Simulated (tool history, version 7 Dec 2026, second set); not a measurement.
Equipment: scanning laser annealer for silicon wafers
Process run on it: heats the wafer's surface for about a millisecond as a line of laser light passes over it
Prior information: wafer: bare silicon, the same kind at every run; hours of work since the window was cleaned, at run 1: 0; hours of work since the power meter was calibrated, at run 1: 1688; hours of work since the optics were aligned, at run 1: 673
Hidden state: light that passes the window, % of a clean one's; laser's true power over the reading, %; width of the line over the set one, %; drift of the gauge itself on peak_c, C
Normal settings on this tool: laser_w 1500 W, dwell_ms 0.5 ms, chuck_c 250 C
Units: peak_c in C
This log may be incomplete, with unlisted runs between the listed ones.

| run | day | laser_w | dwell_ms | chuck_c | hours of work since the window was cleaned | hours of work since the power meter was calibrated | hours of work since the optics were aligned | peak_c |
|---|---|---|---|---|---|---|---|---|
| 1 | 0 | 1500 | 0.5 | 250 | 0 | 1688 | 673 | 999 |
| 2 | 2.496 | 1500 | 0.373 | 250 | 42 | 1730 | 714 | 888 |
| 3 | 5.738 | 1500 | 0.373 | 250 | 96 | 1784 | 768 | 882 |
| 4 | 8.371 | 1500 | 0.5 | 250 | 140 | 1828 | 812 | 992 |
| 5 | 11.379 | 1500 | 0.5 | 250 | 190 | 1878 | 863 | 990 |
| 6 | 14.238 | 1500 | 0.5 | 250 | 238 | 1926 | 910 | 985 |
| 7 | 16.988 | 1500 | 0.5 | 212 | 284 | 1972 | 956 | 944 |
| 8 | 19.95 | 1500 | 0.5 | 212 | 333 | 2021 | 1006 | 942 |
| 9 | 22.583 | 1500 | 0.5 | 212 | 377 | 2065 | 1050 | 943 |
| 10 | 24.3 | 1500 | 0.514 | 212 | 406 | 2094 | 1079 | 950 |
| 11 | 26.338 | 1500 | 0.514 | 212 | 440 | 2128 | 1113 | 948 |
| 12 | 28.379 | 1500 | 0.514 | 212 | 474 | 2162 | 1147 | 942 |
| 13 | 31.5 | 1500 | 0.514 | 212 | 526 | 2214 | 1199 | 939 |
|  | 34.438 | window over the wafer cleaned |
| 14 | 34.438 | 1500 | 0.514 | 212 | 0 | 2262 | 1247 | 975 |
| 15 | 37.221 | 1500 | 0.514 | 212 | 47 | 2308 | 1293 | 977 |
| 16 | 39.554 | 1500 | 0.514 | 212 | 85 | 2347 | 1332 | 971 |
| 17 | 41.321 | 1500 | 0.514 | 212 | 115 | 2377 | 1362 | 970 |
| 18 | 43.329 | 1430 | 0.365 | 274 | 149 | 2411 | 1395 | 871 |
| 19 | 46.383 | 1501 | 0.371 | 274 | 200 | 2462 | 1446 | 900 |
| 20 | 48.683 | 1277 | 0.532 | 250 | 238 | 2500 | 1485 | 911 |
| 21 | 51.529 | 1277 | 0.472 | 271 | 286 | 2548 | 1532 | 884 |
| 22 | 53.354 | 1500 | 0.449 | 250 | 316 | 2578 | 1563 | 936 |
| 23 | 55.442 | 1503 | 0.449 | 250 | 351 | 2613 | 1597 | 941 |
| 24 | 57.208 | 1294 | 0.529 | 268 | 380 | 2642 | 1627 | 924 |
| 25 | 60.504 | 1584 | 0.43 | 215 | 435 | 2697 | 1682 | 913 |
| 26 | 62.096 | 1584 | 0.43 | 215 | 462 | 2724 | 1709 | 910 |
|  | 63.212 | optics aligned, line set to its width |
| 27 | 63.638 | 1584 | 0.43 | 215 | 484 | 2746 | 7 | 924 |
| 28 | 64.962 | 1401 | 0.463 | 277 | 507 | 2769 | 29 | 933 |
| 29 | 66.858 | 1401 | 0.463 | 277 | 538 | 2800 | 61 | 930 |
|  | 69.146 | window over the wafer cleaned |
| 30 | 69.308 | 1322 | 0.496 | 264 | 3 | 2840 | 100 | 935 |

What if the next run were any one of these 5? Each begins from the tool's condition after run 30:
| A | 72.212 | 1592 | 0.442 | 212 | 51 | 2888 | 149 | ? |
| B | 72.212 | 1500 | 0.446 | 250 | 51 | 2888 | 149 | ? |
| C | 72.212 | 1482 | 0.486 | 214 | 51 | 2888 | 149 | ? |
| D | 72.212 | 1417 | 0.459 | 237 | 51 | 2888 | 149 | ? |
| E | 72.212 | 1284 | 0.429 | 261 | 51 | 2888 | 149 | ? |

| run | peak_c |
|---|---|
| A | 956 |
| B | 956 |
| C | 947 |
| D | 917 |
| E | 862 |
What these runs would have given with no unlogged condition in the tool:
| run | peak_c |
|---|---|
| A | 964 |
| B | 963 |
| C | 954 |
| D | 924 |
| E | 867 |
